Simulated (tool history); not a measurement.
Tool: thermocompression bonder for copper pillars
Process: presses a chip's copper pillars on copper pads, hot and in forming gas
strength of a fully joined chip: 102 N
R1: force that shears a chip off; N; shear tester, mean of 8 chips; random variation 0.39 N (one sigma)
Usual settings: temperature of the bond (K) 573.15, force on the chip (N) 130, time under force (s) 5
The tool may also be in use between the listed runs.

{"run": 1, "day": 0.0, "temperature of the bond (K)": 573.15, "force on the chip (N)": 130, "time under force (s)": 5, "R1": 32.8}
{"run": 2, "day": 0.925, "temperature of the bond (K)": 573.15, "force on the chip (N)": 171, "time under force (s)": 5, "R1": 40}
{"run": 3, "day": 2.396, "temperature of the bond (K)": 573.15, "force on the chip (N)": 184, "time under force (s)": 5, "R1": 41.8}
{"run": 4, "day": 4.125, "temperature of the bond (K)": 573.15, "force on the chip (N)": 184, "time under force (s)": 5, "R1": 41.8}
{"run": 5, "day": 5.867, "temperature of the bond (K)": 573.15, "force on the chip (N)": 184, "time under force (s)": 5, "R1": 42}
{"run": 6, "day": 7.021, "temperature of the bond (K)": 573.15, "force on the chip (N)": 130, "time under force (s)": 5, "R1": 33.7}
{"run": 7, "day": 8.008, "temperature of the bond (K)": 573.15, "force on the chip (N)": 130, "time under force (s)": 5, "R1": 32.3}
{"run": 8, "day": 9.488, "temperature of the bond (K)": 573.15, "force on the chip (N)": 130, "time under force (s)": 5, "R1": 32.5}
{"run": 9, "day": 11.471, "temperature of the bond (K)": 573.15, "force on the chip (N)": 130, "time under force (s)": 5, "R1": 32.4}
{"run": 10, "day": 12.317, "temperature of the bond (K)": 573.15, "force on the chip (N)": 130, "time under force (s)": 5, "R1": 32.5}
{"run": 11, "day": 13.783, "temperature of the bond (K)": 573.15, "force on the chip (N)": 130, "time under force (s)": 3, "R1": 25.9}
{"run": 12, "day": 14.85, "temperature of the bond (K)": 573.15, "force on the chip (N)": 130, "time under force (s)": 3, "R1": 26}
{"run": 13, "day": 16.854, "temperature of the bond (K)": 573.15, "force on the chip (N)": 130, "time under force (s)": 3, "R1": 25.6}
{"day": 17.004, "done": "forming gas filter changed"}
{"run": 14, "day": 17.85, "temperature of the bond (K)": 573.15, "force on the chip (N)": 130, "time under force (s)": 5, "R1": 33.4}
{"run": 15, "day": 18.683, "temperature of the bond (K)": 573.15, "force on the chip (N)": 130, "time under force (s)": 5, "R1": 32.9}
{"run": 16, "day": 20.525, "temperature of the bond (K)": 573.15, "force on the chip (N)": 130, "time under force (s)": 5, "R1": 32.1}
{"run": 17, "day": 21.921, "temperature of the bond (K)": 573.15, "force on the chip (N)": 130, "time under force (s)": 4, "R1": 30}
{"run": 18, "day": 23.875, "temperature of the bond (K)": 573.15, "force on the chip (N)": 130, "time under force (s)": 4, "R1": 29}
{"day": 24.454, "done": "force cell calibrated"}
{"run": 19, "day": 25.754, "temperature of the bond (K)": 573.15, "force on the chip (N)": 130, "time under force (s)": 6, "R1": 36.9}
{"run": 20, "day": 27.488, "temperature of the bond (K)": 573.15, "force on the chip (N)": 130, "time under force (s)": 6, "R1": 36.6}
{"run": 21, "day": 28.604, "temperature of the bond (K)": 573.15, "force on the chip (N)": 130, "time under force (s)": 6, "R1": 36.1}
{"run": 22, "day": 29.688, "temperature of the bond (K)": 573.15, "force on the chip (N)": 130, "time under force (s)": 6, "R1": 36.7}
{"run": 23, "day": 30.671, "temperature of the bond (K)": 546.15, "force on the chip (N)": 184, "time under force (s)": 6, "R1": 35.7}
{"run": 24, "day": 32.458, "temperature of the bond (K)": 546.15, "force on the chip (N)": 184, "time under force (s)": 6, "R1": 34.9}
{"run": 25, "day": 33.617, "temperature of the bond (K)": 544.15, "force on the chip (N)": 134, "time under force (s)": 6, "R1": 27.9}
{"run": 26, "day": 35.354, "temperature of the bond (K)": 574.15, "force on the chip (N)": 175, "time under force (s)": 5, "R1": 41.6}
{"run": 27, "day": 37.125, "temperature of the bond (K)": 574.15, "force on the chip (N)": 175, "time under force (s)": 5, "R1": 40.5}
{"run": 28, "day": 38.85, "temperature of the bond (K)": 553.15, "force on the chip (N)": 103, "time under force (s)": 5, "R1": 22.6}
{"day": 39.808, "done": "forming gas filter changed"}
{"run": 29, "day": 40.229, "temperature of the bond (K)": 553.15, "force on the chip (N)": 103, "time under force (s)": 5, "R1": 23.4}
{"run": 30, "day": 41.117, "temperature of the bond (K)": 584.15, "force on the chip (N)": 156, "time under force (s)": 9, "R1": 51.7}
{"run": 31, "day": 42.546, "temperature of the bond (K)": 584.15, "force on the chip (N)": 156, "time under force (s)": 9, "R1": 51.5}
{"run": 32, "day": 44.354, "temperature of the bond (K)": 547.15, "force on the chip (N)": 158, "time under force (s)": 14, "R1": 44.3}
{"run": 33, "day": 45.396, "temperature of the bond (K)": 592.15, "force on the chip (N)": 116, "time under force (s)": 6, "R1": 39.4}
{"run": 34, "day": 47.304, "temperature of the bond (K)": 578.15, "force on the chip (N)": 170, "time under force (s)": 10, "R1": 53.8}
{"run": 35, "day": 48.767, "temperature of the bond (K)": 578.15, "force on the chip (N)": 170, "time under force (s)": 10, "R1": 53.3}
{"run": 36, "day": 49.962, "temperature of the bond (K)": 578.15, "force on the chip (N)": 170, "time under force (s)": 10, "R1": 53.7}
{"run": 37, "day": 50.788, "temperature of the bond (K)": 559.15, "force on the chip (N)": 161, "time under force (s)": 7, "R1": 38.6}
{"run": 38, "day": 52.725, "temperature of the bond (K)": 559.15, "force on the chip (N)": 161, "time under force (s)": 7, "R1": 37.9}
{"run": 39, "day": 53.958, "temperature of the bond (K)": 559.15, "force on the chip (N)": 161, "time under force (s)": 7, "R1": 37.7}

Measured less the same run without the tool's hidden state. The same run-to-run variation is in both; the gauge's scatter may not be:
The hidden state here: true temperature of the bond over the reading, C; force that reaches the chip, % of what is set; oxide that the forming gas leaves, % of the face; drift of the gauge itself on shear_n, %.
run=1 R1=-4
run=2 R1=-4.6
run=3 R1=-4.9
run=4 R1=-5.2
run=5 R1=-5.4
run=6 R1=-4.7
run=7 R1=-4.8
run=8 R1=-4.9
run=9 R1=-5
run=10 R1=-5.2
run=11 R1=-4.5
run=12 R1=-4.6
run=13 R1=-4.7
run=14 R1=-4.7
run=15 R1=-4.8
run=16 R1=-4.8
run=17 R1=-4.7
run=18 R1=-4.9
run=19 R1=-3.5
run=20 R1=-3.6
run=21 R1=-3.8
run=22 R1=-3.9
run=23 R1=-4.2
run=24 R1=-4.4
run=25 R1=-3.7
run=26 R1=-4.8
run=27 R1=-5
run=28 R1=-3.5
run=29 R1=-2.8
run=30 R1=-4.4
run=31 R1=-4.6
run=32 R1=-5.1
run=33 R1=-4.2
run=34 R1=-5.5
run=35 R1=-5.6
run=36 R1=-5.7
run=37 R1=-5.2
run=38 R1=-5.4
run=39 R1=-5.5
